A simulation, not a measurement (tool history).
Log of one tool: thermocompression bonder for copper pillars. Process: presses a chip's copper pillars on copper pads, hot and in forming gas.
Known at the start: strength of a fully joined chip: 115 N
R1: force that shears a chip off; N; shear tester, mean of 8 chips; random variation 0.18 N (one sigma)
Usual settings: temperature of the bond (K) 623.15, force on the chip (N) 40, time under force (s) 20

run 1 day=0 | temperature_of_the_bond_(K)=623.15 force_on_the_chip_(N)=40 time_under_force_(s)=20 | R1=73.9
run 2 day=1.575 | temperature_of_the_bond_(K)=623.15 force_on_the_chip_(N)=40 time_under_force_(s)=20 | R1=73.8
run 3 day=3.438 | temperature_of_the_bond_(K)=623.15 force_on_the_chip_(N)=40 time_under_force_(s)=20 | R1=73.9
run 4 day=5.071 | temperature_of_the_bond_(K)=623.15 force_on_the_chip_(N)=40 time_under_force_(s)=20 | R1=73.9
-- day=5.604 forming gas filter changed
run 5 day=6.825 | temperature_of_the_bond_(K)=623.15 force_on_the_chip_(N)=40 time_under_force_(s)=20 | R1=74
run 6 day=10.55 | temperature_of_the_bond_(K)=623.15 force_on_the_chip_(N)=40 time_under_force_(s)=20 | R1=74.2
run 7 day=12.596 | temperature_of_the_bond_(K)=623.15 force_on_the_chip_(N)=40 time_under_force_(s)=20 | R1=74.2
run 8 day=14.1 | temperature_of_the_bond_(K)=623.15 force_on_the_chip_(N)=40 time_under_force_(s)=20 | R1=74
-- day=16.817 force cell calibrated
run 9 day=17.538 | temperature_of_the_bond_(K)=623.15 force_on_the_chip_(N)=40 time_under_force_(s)=20 | R1=74.2
run 10 day=20.525 | temperature_of_the_bond_(K)=623.15 force_on_the_chip_(N)=40 time_under_force_(s)=20 | R1=74.2
-- day=22.725 forming gas filter changed
run 11 day=23.1 | temperature_of_the_bond_(K)=623.15 force_on_the_chip_(N)=40 time_under_force_(s)=20 | R1=74.2
run 12 day=25.512 | temperature_of_the_bond_(K)=623.15 force_on_the_chip_(N)=40 time_under_force_(s)=20 | R1=74
run 13 day=27.888 | temperature_of_the_bond_(K)=618.15 force_on_the_chip_(N)=57 time_under_force_(s)=20 | R1=89
run 14 day=31.529 | temperature_of_the_bond_(K)=612.15 force_on_the_chip_(N)=48 time_under_force_(s)=20 | R1=77.3
run 15 day=33.967 | temperature_of_the_bond_(K)=623.15 force_on_the_chip_(N)=40 time_under_force_(s)=13 | R1=65.3
-- day=34.358 heater calibrated with a thermocouple chip
run 16 day=36.521 | temperature_of_the_bond_(K)=610.15 force_on_the_chip_(N)=40 time_under_force_(s)=19 | R1=65.3
run 17 day=39.608 | temperature_of_the_bond_(K)=615.15 force_on_the_chip_(N)=32 time_under_force_(s)=12 | R1=49.1
-- day=39.921 forming gas filter changed
run 18 day=42.833 | temperature_of_the_bond_(K)=628.15 force_on_the_chip_(N)=26 time_under_force_(s)=10 | R1=43.1
run 19 day=44.812 | temperature_of_the_bond_(K)=628.15 force_on_the_chip_(N)=26 time_under_force_(s)=10 | R1=43.2
run 20 day=47.808 | temperature_of_the_bond_(K)=629.15 force_on_the_chip_(N)=40 time_under_force_(s)=15 | R1=71.7
run 21 day=50.325 | temperature_of_the_bond_(K)=614.15 force_on_the_chip_(N)=40 time_under_force_(s)=30 | R1=78
run 22 day=52.496 | temperature_of_the_bond_(K)=623.15 force_on_the_chip_(N)=34 time_under_force_(s)=20 | R1=66.3
run 23 day=55.842 | temperature_of_the_bond_(K)=621.15 force_on_the_chip_(N)=38 time_under_force_(s)=23 | R1=73.8
-- day=57.033 forming gas filter changed
run 24 day=59.554 | temperature_of_the_bond_(K)=624.15 force_on_the_chip_(N)=32 time_under_force_(s)=20 | R1=64

3 ways to go on from here, each from the tool as it stands after run 24. What would each give?
run A day=62.238 | temperature_of_the_bond_(K)=624.15 force_on_the_chip_(N)=53 time_under_force_(s)=25 | R1=?
run B day=62.238 | temperature_of_the_bond_(K)=627.15 force_on_the_chip_(N)=32 time_under_force_(s)=32 | R1=?
run C day=62.238 | temperature_of_the_bond_(K)=602.15 force_on_the_chip_(N)=32 time_under_force_(s)=15 | R1=?

run=A R1=93.5
run=B R1=75.5
run=C R1=46.1
Without the tool's hidden state the same runs would have given:
run=A R1=92.6
run=B R1=74.7
run=C R1=45.6
